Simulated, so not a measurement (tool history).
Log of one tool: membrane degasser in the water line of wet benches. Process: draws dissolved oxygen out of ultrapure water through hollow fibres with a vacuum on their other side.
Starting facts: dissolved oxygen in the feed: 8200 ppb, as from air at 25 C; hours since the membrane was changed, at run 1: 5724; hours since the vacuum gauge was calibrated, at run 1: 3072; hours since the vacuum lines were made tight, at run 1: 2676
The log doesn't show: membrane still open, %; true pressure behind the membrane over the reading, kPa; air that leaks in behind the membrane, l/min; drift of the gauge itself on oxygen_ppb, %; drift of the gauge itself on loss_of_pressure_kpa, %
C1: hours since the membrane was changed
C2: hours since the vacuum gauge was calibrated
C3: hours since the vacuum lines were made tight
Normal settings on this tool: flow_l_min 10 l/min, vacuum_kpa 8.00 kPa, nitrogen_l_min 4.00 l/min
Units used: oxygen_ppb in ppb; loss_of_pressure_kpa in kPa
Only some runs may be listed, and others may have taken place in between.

Run 1, hour 0.0: usual settings; C1 5724; C2 3072; C3 2676. Result: oxygen_ppb 50.2 ppb, loss_of_pressure_kpa 26.94 kPa.
At hour 19.6: vacuum gauge calibrated.
Run 2, hour 212.6: usual settings; C1 5936; C2 193; C3 2888. Result: oxygen_ppb 51.5 ppb, loss_of_pressure_kpa 27.24 kPa.
Run 3, hour 545.0: usual settings; C1 6268; C2 525; C3 3221. Result: oxygen_ppb 51.2 ppb, loss_of_pressure_kpa 27.06 kPa.
Run 4, hour 746.0: usual settings; C1 6469; C2 726; C3 3422. Result: oxygen_ppb 51.3 ppb, loss_of_pressure_kpa 27.39 kPa.
Run 5, hour 908.0: usual settings; C1 6631; C2 888; C3 3584. Result: oxygen_ppb 51.3 ppb, loss_of_pressure_kpa 27.62 kPa.
Run 6, hour 1091.6: usual settings; C1 6815; C2 1072; C3 3767. Result: oxygen_ppb 52.1 ppb, loss_of_pressure_kpa 27.54 kPa.
Run 7, hour 1332.0: usual settings; C1 7055; C2 1312; C3 4008. Result: oxygen_ppb 51.2 ppb, loss_of_pressure_kpa 27.71 kPa.
Run 8, hour 1513.0: usual settings; C1 7236; C2 1493; C3 4189. Result: oxygen_ppb 52.8 ppb, loss_of_pressure_kpa 27.14 kPa.
Run 9, hour 1765.8: usual settings; C1 7489; C2 1746; C3 4442. Result: oxygen_ppb 53.1 ppb, loss_of_pressure_kpa 27.64 kPa.
Run 10, hour 2064.0: usual settings but vacuum_kpa 6.04 kPa; C1 7787; C2 2044; C3 4740. Result: oxygen_ppb 40.6 ppb, loss_of_pressure_kpa 27.26 kPa.
At hour 2125.7: vacuum gauge calibrated, once more.
Run 11, hour 2345.1: usual settings but vacuum_kpa 6.04 kPa; C1 8068; C2 219; C3 5020. Result: oxygen_ppb 40.5 ppb, loss_of_pressure_kpa 27.47 kPa.
Run 12, hour 2503.4: usual settings but vacuum_kpa 6.04 kPa; C1 8226; C2 378; C3 5179. Result: oxygen_ppb 39.1 ppb, loss_of_pressure_kpa 27.69 kPa.
Run 13, hour 2852.5: usual settings but vacuum_kpa 6.04 kPa; C1 8575; C2 727; C3 5528. Result: oxygen_ppb 39.9 ppb, loss_of_pressure_kpa 27.56 kPa.
Run 14, hour 3146.9: usual settings but flow_l_min 7 l/min, vacuum_kpa 7.44 kPa, nitrogen_l_min 1.88 l/min; C1 8869; C2 1021; C3 5822. Result: oxygen_ppb 44.7 ppb, loss_of_pressure_kpa 19.43 kPa.
Run 15, hour 3423.3: usual settings but flow_l_min 6 l/min, vacuum_kpa 16.26 kPa, nitrogen_l_min 3.89 l/min; C1 9146; C2 1298; C3 6099. Result: oxygen_ppb 54.4 ppb, loss_of_pressure_kpa 16.81 kPa.
Run 16, hour 3710.3: usual settings but flow_l_min 14 l/min, vacuum_kpa 6.50 kPa, nitrogen_l_min 3.89 l/min; C1 9433; C2 1585; C3 6386. Result: oxygen_ppb 122.4 ppb, loss_of_pressure_kpa 38.90 kPa.
At hour 4021.7: seals of the vacuum lines changed.
Run 17, hour 4056.7: usual settings but flow_l_min 14 l/min, vacuum_kpa 6.93 kPa, nitrogen_l_min 1.67 l/min; C1 9777; C2 1929; C3 35. Result: oxygen_ppb 170.3 ppb, loss_of_pressure_kpa 38.91 kPa.
Run 18, hour 4209.3: usual settings but flow_l_min 7 l/min; C1 9930; C2 2082; C3 188. Result: oxygen_ppb 24.7 ppb, loss_of_pressure_kpa 19.51 kPa.
Run 19, hour 4387.4: usual settings but flow_l_min 7 l/min; C1 10108; C2 2260; C3 366. Result: oxygen_ppb 25.1 ppb, loss_of_pressure_kpa 19.60 kPa.
Run 20, hour 4575.0: usual settings but flow_l_min 7 l/min, vacuum_kpa 8.06 kPa, nitrogen_l_min 2.11 l/min; C1 10296; C2 2447; C3 553. Result: oxygen_ppb 45.5 ppb, loss_of_pressure_kpa 19.34 kPa.
Run 21, hour 4747.9: usual settings but flow_l_min 8 l/min, vacuum_kpa 7.46 kPa, nitrogen_l_min 7.31 l/min; C1 10468; C2 2620; C3 726. Result: oxygen_ppb 19.6 ppb, loss_of_pressure_kpa 22.52 kPa.
Run 22, hour 4922.2: usual settings but flow_l_min 7 l/min, vacuum_kpa 14.46 kPa, nitrogen_l_min 3.18 l/min; C1 10643; C2 2794; C3 900. Result: oxygen_ppb 66.3 ppb, loss_of_pressure_kpa 19.52 kPa.

Predict each of these 4 candidate next runs independently; none follows another, all start after run 22:
At hour 5222.2: vacuum gauge calibrated.
Run A, hour 5222.2: usual settings but flow_l_min 7 l/min, nitrogen_l_min 1.66 l/min; C1 10942; C2 0; C3 1200. Result: oxygen_ppb ?, loss_of_pressure_kpa ?.
At hour 5222.2: vacuum gauge calibrated.
Run B, hour 5222.2: usual settings but vacuum_kpa 5.87 kPa, nitrogen_l_min 6.37 l/min; C1 10942; C2 0; C3 1200. Result: oxygen_ppb ?, loss_of_pressure_kpa ?.
At hour 5222.2: vacuum gauge calibrated.
Run C, hour 5222.2: usual settings but flow_l_min 7 l/min, vacuum_kpa 14.46 kPa, nitrogen_l_min 2.01 l/min; C1 10942; C2 0; C3 1200. Result: oxygen_ppb ?, loss_of_pressure_kpa ?.
At hour 5222.2: vacuum gauge calibrated.
Run D, hour 5222.2: usual settings but nitrogen_l_min 7.91 l/min; C1 10942; C2 0; C3 1200. Result: oxygen_ppb ?, loss_of_pressure_kpa ?.

run  oxygen_ppb  loss_of_pressure_kpa
  A        53.6                 19.94
  B        34.6                 28.29
  C       100.2                 19.70
  D        39.2                 28.34
Without the tool's unlogged condition, the same runs would have read:
run  oxygen_ppb  loss_of_pressure_kpa
  A        51.7                 18.52
  B        25.8                 26.25
  C        97.7                 18.27
  D        30.4                 26.30

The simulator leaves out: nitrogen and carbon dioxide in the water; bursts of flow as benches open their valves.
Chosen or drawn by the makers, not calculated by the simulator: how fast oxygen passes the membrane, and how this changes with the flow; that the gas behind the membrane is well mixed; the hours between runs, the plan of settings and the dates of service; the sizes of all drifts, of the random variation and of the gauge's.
